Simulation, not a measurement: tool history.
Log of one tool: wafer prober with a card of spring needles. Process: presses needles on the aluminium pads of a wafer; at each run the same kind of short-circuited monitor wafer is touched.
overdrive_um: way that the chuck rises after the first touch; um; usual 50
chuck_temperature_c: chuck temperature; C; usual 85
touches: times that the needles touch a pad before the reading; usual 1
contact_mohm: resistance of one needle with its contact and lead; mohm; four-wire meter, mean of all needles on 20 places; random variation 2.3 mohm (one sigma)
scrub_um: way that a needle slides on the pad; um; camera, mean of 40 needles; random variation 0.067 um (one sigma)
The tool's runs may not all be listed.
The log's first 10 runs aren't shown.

run,hour,overdrive_um,chuck_temperature_c,touches,touches since the tips were cleaned,cleanings since the card got new needles,touches since the first contact's height was set,contact_mohm,scrub_um
# hour 128.3: tips cleaned on abrasive film
11,137.2,50,85,2,2030,49,147484,273,10.13
# hour 140.4: tips cleaned on abrasive film
12,150.6,50,85,1,2329,50,150526,288,10.19
# hour 153.3: tips cleaned on abrasive film
# hour 166.0: tips cleaned on abrasive film
13,167.4,50,85,1,327,52,154321,264,10.05
# hour 179.4: tips cleaned on abrasive film
14,180.7,50,85,1,303,53,157332,262,10.15
15,188.6,50,85,1,2099,53,159128,293,10.05
# hour 191.8: tips cleaned on abrasive film
16,198.8,50,85,1,1601,54,161436,281,10.07
# hour 203.9: tips cleaned on abrasive film
17,215.9,50,85,1,2725,55,165317,297,9.94
# hour 217.1: tips cleaned on abrasive film
# hour 227.5: height of the first contact set anew
# hour 230.2: tips cleaned on abrasive film
18,231.0,45,124,1,181,57,779,279,9.64
# hour 243.1: tips cleaned on abrasive film
19,249.8,45,124,1,1519,58,5042,293,9.68
# hour 255.3: tips cleaned on abrasive film
20,261.7,32,85,1,1462,59,7737,317,6.84
# hour 268.2: tips cleaned on abrasive film
21,277.6,32,85,1,2147,60,11357,325,6.81
# hour 280.8: tips cleaned on abrasive film
22,290.9,69,51,1,2302,61,14365,265,14.75
# hour 293.8: tips cleaned on abrasive film
# hour 307.4: tips cleaned on abrasive film
23,309.6,49,38,2,507,63,18591,251,10.44
24,318.9,31,95,3,2641,63,20725,293,6.52
# hour 320.2: tips cleaned on abrasive film
25,329.6,38,95,2,2152,64,23140,291,8.11
# hour 332.4: tips cleaned on abrasive film
26,344.0,50,85,1,2657,65,26409,293,10.66
# hour 345.0: tips cleaned on abrasive film
# hour 357.8: tips cleaned on abrasive film
27,360.9,38,85,1,706,67,30227,284,8.03
28,369.7,47,34,1,2701,67,32222,287,9.96
# hour 370.7: tips cleaned on abrasive film
# hour 382.9: tips cleaned on abrasive film
29,383.8,50,35,1,205,69,35414,247,10.67
30,393.9,50,35,1,2507,69,37716,280,10.70
# hour 395.4: tips cleaned on abrasive film
31,402.7,50,76,1,1651,70,39694,281,10.59
# hour 407.5: tips cleaned on abrasive film
32,412.3,41,33,1,1099,71,41880,270,8.65

Forecast each of these 4 alternatives for the next run:
# hour 419.7: tips cleaned on abrasive film
A,429.2,52,103,1,2169,72,45708,?,?
# hour 419.7: tips cleaned on abrasive film
B,429.2,50,30,1,2169,72,45708,?,?
# hour 419.7: tips cleaned on abrasive film
C,429.2,50,53,1,2169,72,45708,?,?
# hour 419.7: tips cleaned on abrasive film
D,429.2,34,102,2,2169,72,45708,?,?

run,contact_mohm,scrub_um
A,291,10.92
B,278,10.52
C,281,10.56
D,306,7.11
Without the tool's hidden state the same runs would have given:
run,contact_mohm,scrub_um
A,260,11.14
B,241,10.74
C,246,10.77
D,268,7.33
